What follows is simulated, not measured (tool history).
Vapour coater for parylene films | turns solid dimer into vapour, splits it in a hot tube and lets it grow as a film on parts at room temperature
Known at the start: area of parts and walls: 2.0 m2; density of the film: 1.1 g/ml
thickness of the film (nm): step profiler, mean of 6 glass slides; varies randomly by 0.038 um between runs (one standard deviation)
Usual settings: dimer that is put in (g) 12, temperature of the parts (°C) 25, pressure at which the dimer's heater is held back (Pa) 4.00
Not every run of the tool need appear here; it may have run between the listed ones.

run	day	dimer that is put in (g)	temperature of the parts (°C)	pressure at which the dimer's heater is held back (Pa)	thickness of the film (nm)
1	0.000	12	25	4.00	3490
# day 0.962: trap's valve overhauled
2	1.146	15	25	4.00	4220
3	2.375	15	25	7.56	3730
# day 3.217: trap's valve overhauled, once more
4	3.650	12	25	4.00	4040
5	4.504	12	25	4.00	4060
6	5.429	12	25	4.00	4020
7	6.208	12	25	4.00	4000
8	6.821	15	25	6.79	4660
9	7.658	15	21	3.00	6220
10	8.846	15	21	3.00	6240
11	9.379	7	25	4.00	2320
12	10.096	7	25	4.00	2280
13	11.192	7	27	10.86	1780
14	12.029	17	25	4.00	5540

Below are 3 alternative next runs, each starting from the tool's condition after run 14. Predict each:
A	13.071	12	36	4.00	?
B	13.071	12	29	4.00	?
C	13.071	12	17	4.00	?

run	thickness of the film (nm)
A	2370
B	3270
C	5090
The same runs, with their run-to-run variation unchanged, on a tool lacking any hidden condition would have given:
run	thickness of the film (nm)
A	2450
B	3380
C	5330

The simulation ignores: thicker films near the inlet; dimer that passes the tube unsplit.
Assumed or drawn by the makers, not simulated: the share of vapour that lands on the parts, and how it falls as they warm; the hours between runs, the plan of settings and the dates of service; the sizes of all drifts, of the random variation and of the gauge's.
